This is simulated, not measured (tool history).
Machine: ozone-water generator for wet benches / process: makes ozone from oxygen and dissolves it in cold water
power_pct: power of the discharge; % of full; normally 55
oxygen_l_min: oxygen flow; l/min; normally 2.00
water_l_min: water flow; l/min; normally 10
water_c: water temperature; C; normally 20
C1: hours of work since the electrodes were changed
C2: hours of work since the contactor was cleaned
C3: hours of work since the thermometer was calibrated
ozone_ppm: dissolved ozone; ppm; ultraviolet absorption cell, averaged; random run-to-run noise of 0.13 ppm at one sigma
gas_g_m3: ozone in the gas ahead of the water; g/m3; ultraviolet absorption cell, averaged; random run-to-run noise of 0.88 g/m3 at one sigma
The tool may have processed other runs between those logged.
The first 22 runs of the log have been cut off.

run 23 day=25.342 | power_pct=55 oxygen_l_min=2.83 water_l_min=16 water_c=27 | C1=2132 C2=7138 C3=105 | ozone_ppm=9.2 gas_g_m3=119.7
run 24 day=26.262 | power_pct=55 oxygen_l_min=2.16 water_l_min=16 water_c=12 | C1=2154 C2=7159 C3=127 | ozone_ppm=10.1 gas_g_m3=133.3
run 25 day=27.196 | power_pct=55 oxygen_l_min=2.16 water_l_min=16 water_c=12 | C1=2176 C2=7182 C3=149 | ozone_ppm=9.9 gas_g_m3=132.4
run 26 day=28.567 | power_pct=55 oxygen_l_min=2.16 water_l_min=16 water_c=12 | C1=2208 C2=7214 C3=181 | ozone_ppm=10.0 gas_g_m3=133.6
run 27 day=29.654 | power_pct=55 oxygen_l_min=2.50 water_l_min=10 water_c=20 | C1=2234 C2=7240 C3=207 | ozone_ppm=13.7 gas_g_m3=125.7
run 28 day=31.171 | power_pct=55 oxygen_l_min=2.50 water_l_min=10 water_c=20 | C1=2270 C2=7276 C3=243 | ozone_ppm=14.0 gas_g_m3=125.9
run 29 day=32.179 | power_pct=55 oxygen_l_min=1.08 water_l_min=10 water_c=16 | C1=2294 C2=7299 C3=267 | ozone_ppm=11.7 gas_g_m3=180.1
run 30 day=32.888 | power_pct=74 oxygen_l_min=1.08 water_l_min=11 water_c=27 | C1=2310 C2=7316 C3=283 | ozone_ppm=13.3 gas_g_m3=233.7

Run 31 has not been measured yet. What should we expect?
run 31 day=34.412 | power_pct=47 oxygen_l_min=1.12 water_l_min=10 water_c=23 | C1=2346 C2=7352 C3=319 | ozone_ppm=? gas_g_m3=?

For run 31 the tool returned ozone_ppm 10.0 ppm, gas_g_m3 155.1 g/m3.
Take away the tool's hidden state, keep the run-to-run variation as it was, and the same run would have given ozone_ppm 10.9 ppm, gas_g_m3 161.0 g/m3.
